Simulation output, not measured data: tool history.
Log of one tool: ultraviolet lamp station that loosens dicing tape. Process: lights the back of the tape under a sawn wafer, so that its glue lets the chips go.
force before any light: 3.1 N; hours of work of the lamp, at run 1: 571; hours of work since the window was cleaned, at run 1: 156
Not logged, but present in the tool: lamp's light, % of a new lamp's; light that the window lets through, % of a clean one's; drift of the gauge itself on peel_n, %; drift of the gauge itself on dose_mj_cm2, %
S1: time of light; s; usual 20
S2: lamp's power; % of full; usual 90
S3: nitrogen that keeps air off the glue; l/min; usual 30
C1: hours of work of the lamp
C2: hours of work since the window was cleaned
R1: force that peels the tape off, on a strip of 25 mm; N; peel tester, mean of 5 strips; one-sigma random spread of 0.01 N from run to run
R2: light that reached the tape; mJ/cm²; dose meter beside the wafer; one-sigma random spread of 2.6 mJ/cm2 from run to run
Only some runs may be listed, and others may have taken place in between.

Run 1, day 0.000: usual settings; C1 571; C2 156. Result: R1 0.519 N, R2 283 mJ/cm².
Run 2, day 1.471: usual settings; C1 590; C2 175. Result: R1 0.515 N, R2 282 mJ/cm².
Run 3, day 2.938: usual settings but S1 17 s; C1 610; C2 194. Result: R1 0.614 N, R2 239 mJ/cm².
Run 4, day 3.829: usual settings but S1 18 s; C1 621; C2 206. Result: R1 0.607 N, R2 255 mJ/cm².
Run 5, day 5.288: usual settings but S2 78 % of full; C1 641; C2 225. Result: R1 0.642 N, R2 239 mJ/cm².
Run 6, day 6.529: usual settings but S2 78 % of full; C1 657; C2 241. Result: R1 0.636 N, R2 236 mJ/cm².
Run 7, day 7.704: usual settings but S2 78 % of full; C1 672; C2 257. Result: R1 0.644 N, R2 242 mJ/cm².
Run 8, day 8.629: usual settings but S2 78 % of full; C1 684; C2 269. Result: R1 0.642 N, R2 236 mJ/cm².
Run 9, day 9.604: usual settings but S2 78 % of full; C1 697; C2 282. Result: R1 0.653 N, R2 233 mJ/cm².
Run 10, day 10.333: usual settings but S3 11 l/min; C1 707; C2 291. Result: R1 0.828 N, R2 268 mJ/cm².
Run 11, day 11.258: usual settings but S3 11 l/min; C1 719; C2 303. Result: R1 0.807 N, R2 265 mJ/cm².
At day 12.079: window cleaned of glue's vapour.
Run 12, day 12.654: usual settings but S3 11 l/min; C1 737; C2 8. Result: R1 0.850 N, R2 259 mJ/cm².
Run 13, day 14.217: usual settings but S3 11 l/min; C1 758; C2 28. Result: R1 0.879 N, R2 258 mJ/cm².
Run 14, day 15.642: usual settings but S3 11 l/min; C1 776; C2 47. Result: R1 0.867 N, R2 252 mJ/cm².
At day 16.096: window cleaned of glue's vapour, once more.
Run 15, day 16.708: usual settings but S3 11 l/min; C1 790; C2 8. Result: R1 0.779 N, R2 284 mJ/cm².
Run 16, day 18.296: usual settings but S3 11 l/min; C1 811; C2 29. Result: R1 0.774 N, R2 280 mJ/cm².
Run 17, day 19.725: usual settings but S1 35 s; C1 830; C2 48. Result: R1 0.281 N, R2 484 mJ/cm².
Run 18, day 20.712: usual settings but S1 35 s; C1 843; C2 61. Result: R1 0.298 N, R2 484 mJ/cm².
Run 19, day 22.050: usual settings but S1 35 s; C1 860; C2 78. Result: R1 0.306 N, R2 485 mJ/cm².
Run 20, day 23.354: usual settings but S1 35 s; C1 877; C2 95. Result: R1 0.301 N, R2 477 mJ/cm².
Run 21, day 24.800: usual settings but S1 35 s; C1 896; C2 114. Result: R1 0.291 N, R2 477 mJ/cm².
Run 22, day 26.338: usual settings; C1 916; C2 134. Result: R1 0.553 N, R2 269 mJ/cm².
Run 23, day 27.654: usual settings but S1 30 s, S3 10 l/min; C1 934; C2 152. Result: R1 0.524 N, R2 411 mJ/cm².
Run 24, day 29.142: usual settings but S1 30 s, S3 10 l/min; C1 953; C2 171. Result: R1 0.545 N, R2 399 mJ/cm².
Run 25, day 30.196: usual settings but S1 36 s, S2 66 % of full, S3 54 l/min; C1 967; C2 185. Result: R1 0.345 N, R2 353 mJ/cm².
Run 26, day 31.004: usual settings but S1 37 s; C1 978; C2 196. Result: R1 0.299 N, R2 491 mJ/cm².
Run 27, day 31.738: usual settings but S1 13 s, S2 91 % of full; C1 987; C2 205. Result: R1 0.960 N, R2 174 mJ/cm².
Run 28, day 32.821: usual settings but S1 13 s, S2 91 % of full; C1 1001; C2 220. Result: R1 0.929 N, R2 173 mJ/cm².
Run 29, day 33.854: usual settings but S1 13 s, S2 67 % of full, S3 15 l/min; C1 1015; C2 233. Result: R1 1.465 N, R2 131 mJ/cm².
Run 30, day 34.588: usual settings but S1 17 s, S2 91 % of full, S3 13 l/min; C1 1025; C2 243. Result: R1 0.964 N, R2 224 mJ/cm².
Run 31, day 35.758: usual settings but S1 15 s, S2 91 % of full, S3 13 l/min; C1 1040; C2 258. Result: R1 1.038 N, R2 195 mJ/cm².
Run 32, day 37.133: usual settings but S3 22 l/min; C1 1058; C2 276. Result: R1 0.671 N, R2 257 mJ/cm².
Run 33, day 38.300: usual settings but S1 23 s, S2 62 % of full, S3 33 l/min; C1 1073; C2 292. Result: R1 0.750 N, R2 203 mJ/cm².
Run 34, day 39.658: usual settings but S1 25 s, S2 97 % of full, S3 42 l/min; C1 1091; C2 309. Result: R1 0.368 N, R2 341 mJ/cm².
At day 39.971: window cleaned of glue's vapour.
Run 35, day 40.425: usual settings but S1 25 s, S2 97 % of full, S3 42 l/min; C1 1101; C2 6. Result: R1 0.357 N, R2 365 mJ/cm².
Run 36, day 41.404: usual settings but S2 95 % of full, S3 24 l/min; C1 1114; C2 19. Result: R1 0.567 N, R2 281 mJ/cm².
Run 37, day 42.708: usual settings but S2 95 % of full, S3 24 l/min; C1 1131; C2 36. Result: R1 0.600 N, R2 281 mJ/cm².
Run 38, day 43.612: usual settings but S1 35 s, S2 95 % of full, S3 32 l/min; C1 1143; C2 48. Result: R1 0.297 N, R2 488 mJ/cm².
Run 39, day 44.342: usual settings but S1 35 s, S2 95 % of full, S3 32 l/min; C1 1152; C2 57. Result: R1 0.293 N, R2 483 mJ/cm².
Run 40, day 45.275: usual settings but S1 36 s, S2 82 % of full, S3 14 l/min; C1 1165; C2 70. Result: R1 0.439 N, R2 432 mJ/cm².
Run 41, day 46.038: usual settings but S1 36 s, S2 82 % of full, S3 14 l/min; C1 1175; C2 80. Result: R1 0.419 N, R2 431 mJ/cm².
Run 42, day 46.967: usual settings but S1 36 s, S2 82 % of full, S3 14 l/min; C1 1187; C2 92. Result: R1 0.444 N, R2 429 mJ/cm².
Run 43, day 48.221: usual settings but S1 36 s, S2 82 % of full, S3 14 l/min; C1 1203; C2 108. Result: R1 0.443 N, R2 422 mJ/cm².

Entry by entry between the runs, the difference in hidden state between the last listed run before and the first listed run after:
Run 11 -> run 12: window cleaned of glue's vapour (day 12.079)
  lamp's light, % of a new lamp's: 87.5 -> 87.2; light that the window lets through, % of a clean one's: 93.6 -> 90.5
  measured result minus the result with no hidden state, R1: +0.169 -> +0.206 N; R2: -59 -> -69 mJ/cm²
Run 14 -> run 15: window cleaned of glue's vapour, once more (day 16.096)
  lamp's light, % of a new lamp's: 86.5 -> 86.3; light that the window lets through, % of a clean one's: 89.7 -> 99.5
  measured result minus the result with no hidden state, R1: +0.222 -> +0.130 N; R2: -74 -> -46 mJ/cm²
Run 34 -> run 35: window cleaned of glue's vapour (day 39.971)
  lamp's light, % of a new lamp's: 81.6 -> 81.4; light that the window lets through, % of a clean one's: 94.1 -> 99.6
  measured result minus the result with no hidden state, R1: +0.078 -> +0.061 N; R2: -102 -> -85 mJ/cm²
